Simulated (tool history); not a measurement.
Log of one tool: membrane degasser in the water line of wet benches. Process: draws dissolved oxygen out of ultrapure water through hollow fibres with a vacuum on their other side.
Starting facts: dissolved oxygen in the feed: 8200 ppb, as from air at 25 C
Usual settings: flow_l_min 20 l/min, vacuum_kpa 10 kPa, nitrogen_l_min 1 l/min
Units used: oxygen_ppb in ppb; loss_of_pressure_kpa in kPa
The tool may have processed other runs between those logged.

run	day	flow_l_min	vacuum_kpa	nitrogen_l_min	oxygen_ppb	loss_of_pressure_kpa
1	0	20	10	1	331.4	72.58
2	3.217	20	10	1	326.1	72.43
3	7.688	20	10	1	330.8	73.17
4	11.383	25	10	1	392.5	90.79
5	15.521	25	10	1	399.7	90.83
6	19.6	20	10	1	328.6	72.7
7	22.342	20	10	1	332.7	72.77
# day 24.583: seals of the vacuum lines changed
8	26.029	20	10	1	330.9	72.83
9	29	20	10	1	326.3	73.31
10	31.162	20	10	1	325.6	73.1
# day 33.112: vacuum gauge calibrated
11	36.083	20	10	1	339.1	72.82
12	40.796	20	10	1	338.1	72.85
13	45.471	20	10	1	338.1	73.31
# day 49.129: vacuum gauge calibrated, once more
14	49.829	22	11.6	0.56	640.7	80.94
15	53.133	26	9.1	0.56	520.9	96.06
16	57.517	26	23.5	0.69	1355.1	96.23
17	62.621	27	19.6	2.17	469.7	100.02
18	66.117	12	15.7	0.46	652.2	44.28
19	68.512	19	11.2	1	335.2	70.11
20	72.821	15	17.1	1.12	422.8	55.6
21	75.008	19	8.1	2.92	88.9	70.73
22	79.875	14	13.2	1.26	261.6	51.78
23	82.358	16	13.2	1.26	299	59.47
24	86.671	16	13.2	1.26	296.5	59.47
25	91.546	16	13.2	1.26	296.7	59.72
26	94.138	22	11.5	1.66	263.5	82.05

Subtracting, for every run, the result it would have given without the tool's unlogged condition from the measured result gives the following. The same run-to-run variation enters both numbers; the gauge's scatter may not:
The hidden state here: membrane still open, %; true pressure behind the membrane over the reading, kPa; air that leaks in behind the membrane, l/min; drift of the gauge itself on oxygen_ppb, %; drift of the gauge itself on loss_of_pressure_kpa, %.
run	oxygen_ppb	loss_of_pressure_kpa
1	+29.9	+4.71
2	+29.9	+4.77
3	+30.7	+4.92
4	+35.7	+6.21
5	+36.8	+6.35
6	+31.7	+5.16
7	+32.4	+5.24
8	+28.2	+5.32
9	+28.1	+5.43
10	+28.3	+5.47
11	+39.5	+5.53
12	+39.8	+5.65
13	+40.4	+5.79
14	+7.8	+6.49
15	+10.4	+7.83
16	+9.4	+7.95
17	+10.1	+8.44
18	+6.5	+3.79
19	+7.9	+6.04
20	+6.9	+4.84
21	+6.5	+6.23
22	+6.3	+4.66
23	+7.6	+5.38
24	+7.9	+5.46
25	+8.4	+5.57
26	+11	+7.72

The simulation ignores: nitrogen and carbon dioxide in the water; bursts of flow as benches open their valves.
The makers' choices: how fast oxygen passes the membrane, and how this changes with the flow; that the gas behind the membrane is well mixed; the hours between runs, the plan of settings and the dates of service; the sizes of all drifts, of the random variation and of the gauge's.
